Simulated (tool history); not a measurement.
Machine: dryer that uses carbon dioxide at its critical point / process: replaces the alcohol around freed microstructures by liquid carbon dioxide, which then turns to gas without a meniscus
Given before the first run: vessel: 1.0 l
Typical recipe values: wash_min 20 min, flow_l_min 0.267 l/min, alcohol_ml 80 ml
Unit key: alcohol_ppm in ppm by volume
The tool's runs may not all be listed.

run	hour	wash_min	flow_l_min	alcohol_ml	alcohol_ppm
1	0.0	20	0.267	80	1541
# hour 13.0: inlet filter changed
2	15.0	20	0.267	80	1059
3	23.5	20	0.267	80	1030
4	38.7	20	0.267	80	1088
5	49.4	20	0.267	80	1085
6	59.6	20	0.267	80	1102
7	70.0	20	0.267	80	1102
8	83.0	20	0.267	80	1128
9	92.6	20	0.267	80	1129
10	100.5	20	0.267	80	1131
11	109.2	20	0.267	80	1120
12	123.9	20	0.267	80	1185
13	132.6	29	0.267	80	256
14	146.2	20	0.267	70	988
15	153.8	20	0.267	40	623
16	164.2	20	0.267	40	626
17	176.0	27	0.346	21	130
18	189.6	15	0.374	21	355
19	199.5	20	0.183	58	3034
20	207.8	22	0.191	34	1221
21	218.1	26	0.326	80	215
22	226.4	25	0.161	40	1593
23	241.8	20	0.267	80	1241

For run 24, what comes out?
24	256.4	22	0.267	28	?

{"run 24": {"alcohol_ppm": 397}}
Take away the tool's hidden state, keep the run-to-run variation as it was, and the same run would have given alcohol_ppm 231 ppm by volume.
